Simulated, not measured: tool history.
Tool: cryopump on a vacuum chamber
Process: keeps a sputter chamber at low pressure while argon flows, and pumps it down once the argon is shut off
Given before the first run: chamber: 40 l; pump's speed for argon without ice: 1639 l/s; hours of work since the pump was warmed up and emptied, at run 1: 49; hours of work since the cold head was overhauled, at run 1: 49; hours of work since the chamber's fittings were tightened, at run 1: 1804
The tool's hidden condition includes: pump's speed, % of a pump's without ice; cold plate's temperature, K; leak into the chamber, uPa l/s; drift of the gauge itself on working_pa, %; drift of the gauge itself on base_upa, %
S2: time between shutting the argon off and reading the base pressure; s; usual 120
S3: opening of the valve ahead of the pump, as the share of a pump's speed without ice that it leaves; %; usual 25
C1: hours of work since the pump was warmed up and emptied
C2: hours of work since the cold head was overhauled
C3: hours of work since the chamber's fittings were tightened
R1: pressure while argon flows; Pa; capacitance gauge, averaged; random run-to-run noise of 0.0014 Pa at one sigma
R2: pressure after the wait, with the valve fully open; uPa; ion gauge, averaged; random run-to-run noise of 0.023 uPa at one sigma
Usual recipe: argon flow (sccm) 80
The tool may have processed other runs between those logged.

run 1 hour=0.0 | argon_flow_(sccm)=80 S2=120 S3=25 | C1=49 C2=49 C3=1804 | R1=0.3313 R2=2.00
run 2 hour=55.1 | argon_flow_(sccm)=80 S2=35 S3=25 | C1=96 C2=96 C3=1851 | R1=0.3360 R2=3.36
run 3 hour=93.7 | argon_flow_(sccm)=80 S2=120 S3=25 | C1=129 C2=129 C3=1884 | R1=0.3346 R2=2.07
run 4 hour=144.0 | argon_flow_(sccm)=80 S2=120 S3=25 | C1=172 C2=172 C3=1927 | R1=0.3363 R2=2.12
run 5 hour=174.5 | argon_flow_(sccm)=80 S2=120 S3=25 | C1=198 C2=198 C3=1953 | R1=0.3355 R2=2.14
run 6 hour=204.9 | argon_flow_(sccm)=80 S2=120 S3=25 | C1=224 C2=224 C3=1979 | R1=0.3367 R2=2.18
run 7 hour=247.1 | argon_flow_(sccm)=80 S2=120 S3=25 | C1=259 C2=259 C3=2014 | R1=0.3416 R2=2.26
run 8 hour=302.3 | argon_flow_(sccm)=111 S2=120 S3=23 | C1=307 C2=307 C3=2061 | R1=0.5126 R2=2.26
run 9 hour=341.4 | argon_flow_(sccm)=111 S2=120 S3=23 | C1=340 C2=340 C3=2095 | R1=0.5182 R2=2.38
run 10 hour=392.7 | argon_flow_(sccm)=111 S2=120 S3=23 | C1=384 C2=384 C3=2139 | R1=0.5150 R2=2.47
run 11 hour=436.1 | argon_flow_(sccm)=68 S2=212 S3=37 | C1=420 C2=420 C3=2175 | R1=0.2043 R2=2.34

For run 12, what comes out?
run 12 hour=488.6 | argon_flow_(sccm)=45 S2=73 S3=27 | C1=465 C2=465 C3=2220 | R1=? R2=?

{"run 12": {"R1": 0.1832, "R2": 3.0}}
Without the tool's hidden state the same run would have given R1 0.1723 Pa, R2 1.14 uPa.

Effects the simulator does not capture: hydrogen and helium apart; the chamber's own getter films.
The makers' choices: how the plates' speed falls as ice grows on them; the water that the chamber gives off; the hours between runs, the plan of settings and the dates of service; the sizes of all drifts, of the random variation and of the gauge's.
